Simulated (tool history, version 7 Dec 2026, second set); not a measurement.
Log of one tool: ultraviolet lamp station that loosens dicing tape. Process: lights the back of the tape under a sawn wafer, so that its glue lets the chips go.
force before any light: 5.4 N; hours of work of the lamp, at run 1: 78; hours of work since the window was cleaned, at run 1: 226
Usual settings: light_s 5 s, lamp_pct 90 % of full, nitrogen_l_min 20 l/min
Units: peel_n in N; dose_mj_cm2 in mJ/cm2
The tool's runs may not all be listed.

run,hour,light_s,lamp_pct,nitrogen_l_min,hours of work of the lamp,hours of work since the window was cleaned,peel_n,dose_mj_cm2
1,0.0,5,90,20,78,226,0.584,344
2,24.1,5,90,20,88,236,0.581,346
3,63.0,5,93,20,104,252,0.559,349
4,81.8,5,93,20,111,260,0.581,350
5,119.2,5,95,20,126,275,0.533,355
6,151.6,5,77,20,140,288,0.785,284
7,176.4,5,77,20,150,298,0.795,285
8,201.4,5,77,20,160,308,0.790,277
9,228.5,5,90,20,171,319,0.636,326
# hour 246.1: window cleaned of glue's vapour
10,270.5,5,91,20,188,10,0.508,367
11,293.4,5,72,20,197,19,0.747,291
12,328.1,7,71,37,211,33,0.324,397
13,371.8,7,71,37,229,51,0.360,393
14,414.9,7,64,37,246,69,0.395,353
15,457.3,3,69,10,263,86,2.173,157
16,486.3,3,69,10,275,98,2.246,157
17,525.3,3,69,10,291,113,2.308,160
18,565.6,3,69,10,307,130,2.228,158
19,587.1,3,69,10,316,138,2.300,159
20,612.5,5,90,25,326,149,0.520,340
21,643.4,2,97,34,339,161,1.543,147

Measured less the same run without the tool's hidden state. The same run-to-run variation is in both; the gauge's scatter may not be:
The hidden state here: lamp's light, % of a new lamp's; light that the window lets through, % of a clean one's; drift of the gauge itself on peel_n, %; drift of the gauge itself on dose_mj_cm2, %.
run,peel_n,dose_mj_cm2
1,+0.096,-42
2,+0.101,-44
3,+0.103,-48
4,+0.110,-51
5,+0.107,-55
6,+0.169,-47
7,+0.176,-48
8,+0.183,-49
9,+0.153,-61
10,+0.043,-21
11,+0.069,-18
12,+0.024,-28
13,+0.030,-32
14,+0.046,-33
15,+0.185,-17
16,+0.203,-18
17,+0.225,-20
18,+0.232,-21
19,+0.250,-21
20,+0.097,-49
21,+0.250,-22
